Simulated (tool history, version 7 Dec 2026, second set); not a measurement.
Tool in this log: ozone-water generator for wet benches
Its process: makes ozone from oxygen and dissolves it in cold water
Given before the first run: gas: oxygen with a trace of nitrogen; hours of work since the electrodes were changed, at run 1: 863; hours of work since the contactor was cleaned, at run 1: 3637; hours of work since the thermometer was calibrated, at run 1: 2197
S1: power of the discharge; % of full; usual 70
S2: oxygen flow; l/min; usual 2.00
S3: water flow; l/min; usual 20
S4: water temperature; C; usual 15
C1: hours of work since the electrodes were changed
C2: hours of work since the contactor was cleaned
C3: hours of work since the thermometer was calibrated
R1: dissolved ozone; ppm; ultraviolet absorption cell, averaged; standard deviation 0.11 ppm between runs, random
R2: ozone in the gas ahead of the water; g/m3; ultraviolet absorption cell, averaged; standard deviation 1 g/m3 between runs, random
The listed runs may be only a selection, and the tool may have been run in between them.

Run 1, hour 0.0: usual settings; C1 863; C2 3637; C3 2197. Result: R1 7.6 ppm, R2 171.4 g/m3.
Run 2, hour 87.1: usual settings; C1 936; C2 3710; C3 2270. Result: R1 7.5 ppm, R2 172.1 g/m3.
Run 3, hour 174.7: usual settings; C1 1010; C2 3783; C3 2343. Result: R1 7.7 ppm, R2 170.4 g/m3.
Run 4, hour 244.6: usual settings; C1 1068; C2 3842; C3 2402. Result: R1 7.6 ppm, R2 170.1 g/m3.
Run 5, hour 313.0: usual settings but S1 58 % of full; C1 1126; C2 3899; C3 2459. Result: R1 6.4 ppm, R2 145.8 g/m3.
Run 6, hour 405.2: usual settings; C1 1203; C2 3976; C3 2536. Result: R1 7.4 ppm, R2 172.6 g/m3.
Run 7, hour 474.0: usual settings but S4 7 C; C1 1261; C2 4034; C3 2594. Result: R1 7.9 ppm, R2 170.0 g/m3.
Run 8, hour 588.8: usual settings but S4 7 C; C1 1357; C2 4130; C3 2690. Result: R1 7.9 ppm, R2 170.9 g/m3.
Run 9, hour 673.2: usual settings; C1 1427; C2 4201; C3 2761. Result: R1 7.6 ppm, R2 169.5 g/m3.
Run 10, hour 799.6: usual settings; C1 1533; C2 4307; C3 2867. Result: R1 7.3 ppm, R2 170.7 g/m3.
Run 11, hour 894.3: usual settings; C1 1613; C2 4386; C3 2946. Result: R1 7.6 ppm, R2 170.3 g/m3.
Run 12, hour 996.1: usual settings; C1 1698; C2 4471; C3 3031. Result: R1 7.4 ppm, R2 170.0 g/m3.
Run 13, hour 1072.9: usual settings; C1 1762; C2 4536; C3 3096. Result: R1 7.2 ppm, R2 171.0 g/m3.
Run 14, hour 1135.6: usual settings; C1 1815; C2 4588; C3 3148. Result: R1 7.5 ppm, R2 169.4 g/m3.
Run 15, hour 1225.6: usual settings; C1 1890; C2 4664; C3 3223. Result: R1 7.5 ppm, R2 168.1 g/m3.
Run 16, hour 1349.7: usual settings; C1 1994; C2 4768; C3 3327. Result: R1 7.4 ppm, R2 169.4 g/m3.
Run 17, hour 1417.4: usual settings but S1 55 % of full, S2 2.49 l/min, S4 12 C; C1 2051; C2 4824; C3 3384. Result: R1 6.7 ppm, R2 124.5 g/m3.
At hour 1494.3: contactor cleaned.
Run 18, hour 1532.5: usual settings but S1 55 % of full, S2 2.53 l/min, S3 30 l/min, S4 17 C; C1 2144; C2 32; C3 3477. Result: R1 3.8 ppm, R2 125.0 g/m3.
Run 19, hour 1635.2: usual settings but S2 1.08 l/min, S3 28 l/min; C1 2230; C2 118; C3 3563. Result: R1 3.5 ppm, R2 211.9 g/m3.
Run 20, hour 1708.3: usual settings but S2 1.08 l/min, S3 28 l/min; C1 2291; C2 179; C3 3625. Result: R1 3.3 ppm, R2 209.8 g/m3.
Run 21, hour 1800.0: usual settings but S1 43 % of full, S2 1.82 l/min, S3 19 l/min; C1 2368; C2 256; C3 3701. Result: R1 4.9 ppm, R2 114.6 g/m3.
At hour 1818.2: contactor cleaned, once more.
Run 22, hour 1875.4: usual settings but S2 3.28 l/min, S4 19 C; C1 2428; C2 48; C3 3761. Result: R1 8.7 ppm, R2 140.9 g/m3.
Run 23, hour 1929.3: usual settings but S1 79 % of full, S2 3.28 l/min, S4 19 C; C1 2473; C2 93; C3 3806. Result: R1 9.6 ppm, R2 154.5 g/m3.
Run 24, hour 2049.7: usual settings but S3 13 l/min, S4 9 C; C1 2574; C2 194; C3 3907. Result: R1 13.1 ppm, R2 166.3 g/m3.
Run 25, hour 2120.5: usual settings but S3 13 l/min, S4 9 C; C1 2633; C2 253; C3 3967. Result: R1 13.1 ppm, R2 166.3 g/m3.
Run 26, hour 2178.2: usual settings but S2 1.26 l/min, S4 16 C; C1 2682; C2 302; C3 4015. Result: R1 6.0 ppm, R2 196.5 g/m3.
Run 27, hour 2271.2: usual settings but S2 1.26 l/min, S3 29 l/min, S4 14 C; C1 2760; C2 380; C3 4093. Result: R1 3.7 ppm, R2 195.9 g/m3.
Run 28, hour 2378.2: usual settings but S2 1.26 l/min, S3 29 l/min, S4 14 C; C1 2849; C2 469; C3 4182. Result: R1 3.7 ppm, R2 196.2 g/m3.
Run 29, hour 2478.8: usual settings but S2 1.55 l/min, S3 29 l/min, S4 13 C; C1 2934; C2 553; C3 4267. Result: R1 4.0 ppm, R2 181.7 g/m3.
Run 30, hour 2548.1: usual settings but S2 1.55 l/min, S3 29 l/min, S4 13 C; C1 2992; C2 612; C3 4325. Result: R1 4.1 ppm, R2 181.7 g/m3.

Describe how what the log doesn't record of the tool's condition differs between the last listed run preceding each entry between runs and the first listed run following it.
Runs 17 to 18: contactor cleaned (hour 1494.3)
  yield of the discharge, % of new electrodes': 96.2 -> 96; contactor's efficiency, % of a clean one's: 94.8 -> 92.3; true water temperature over the reading, C: 0.23 -> 0.24
  measured value less the no-hidden-state value, R1: -0.4 -> -0.4 ppm; R2: -3.9 -> -4.1 g/m3
Runs 21 to 22: contactor cleaned, once more (hour 1818.2)
  yield of the discharge, % of new electrodes': 95.6 -> 95.5; contactor's efficiency, % of a clean one's: 92.1 -> 99.2; true water temperature over the reading, C: 0.25 -> 0.26
  measured value less the no-hidden-state value, R1: -0.4 -> -0.5 ppm; R2: -2.9 -> -6.6 g/m3
